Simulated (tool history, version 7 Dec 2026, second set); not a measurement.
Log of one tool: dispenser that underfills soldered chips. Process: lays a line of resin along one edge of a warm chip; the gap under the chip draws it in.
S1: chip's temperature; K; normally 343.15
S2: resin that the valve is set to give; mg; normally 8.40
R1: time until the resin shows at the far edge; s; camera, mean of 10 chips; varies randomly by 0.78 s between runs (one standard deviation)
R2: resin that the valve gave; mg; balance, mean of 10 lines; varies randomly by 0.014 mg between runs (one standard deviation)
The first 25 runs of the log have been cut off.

Run 26, hour 121.5: usual settings but S1 345.15 K, S2 8.41 mg. Result: R1 71.7 s, R2 8.33 mg.
Run 27, hour 126.8: usual settings but S1 339.15 K, S2 10.10 mg. Result: R1 106.6 s, R2 10.00 mg.
Run 28, hour 130.6: usual settings but S1 339.15 K, S2 10.10 mg. Result: R1 122.2 s, R2 9.97 mg.
At hour 134.1: new syringe of resin.
Run 29, hour 135.6: usual settings but S1 356.15 K, S2 8.16 mg. Result: R1 41.2 s, R2 8.04 mg.
Run 30, hour 140.2: usual settings but S1 356.15 K, S2 8.16 mg. Result: R1 47.8 s, R2 8.03 mg.
Run 31, hour 143.6: usual settings but S1 356.15 K, S2 8.16 mg. Result: R1 50.7 s, R2 8.01 mg.
Run 32, hour 148.6: usual settings but S1 347.15 K, S2 7.86 mg. Result: R1 87.9 s, R2 7.71 mg.
At hour 151.6: new syringe of resin.
Run 33, hour 153.7: usual settings but S1 344.15 K, S2 10.24 mg. Result: R1 71.8 s, R2 9.98 mg.

3 ways to go on from here, each from the tool as it stands after run 33. What would each give?
Run A, hour 160.6: usual settings but S1 346.15 K, S2 10.24 mg. Result: R1 ?, R2 ?.
Run B, hour 160.6: usual settings but S1 355.15 K, S2 10.88 mg. Result: R1 ?, R2 ?.
Run C, hour 160.6: usual settings but S1 330.15 K, S2 8.20 mg. Result: R1 ?, R2 ?.

run     R1     R2
  A   79.0   9.95
  B   52.8  10.60
  C  173.5   7.97
Stripped of hidden state, with their random variation kept, the same runs would have yielded:
run     R1     R2
  A   61.6  10.23
  B   41.1  10.89
  C  134.9   8.19
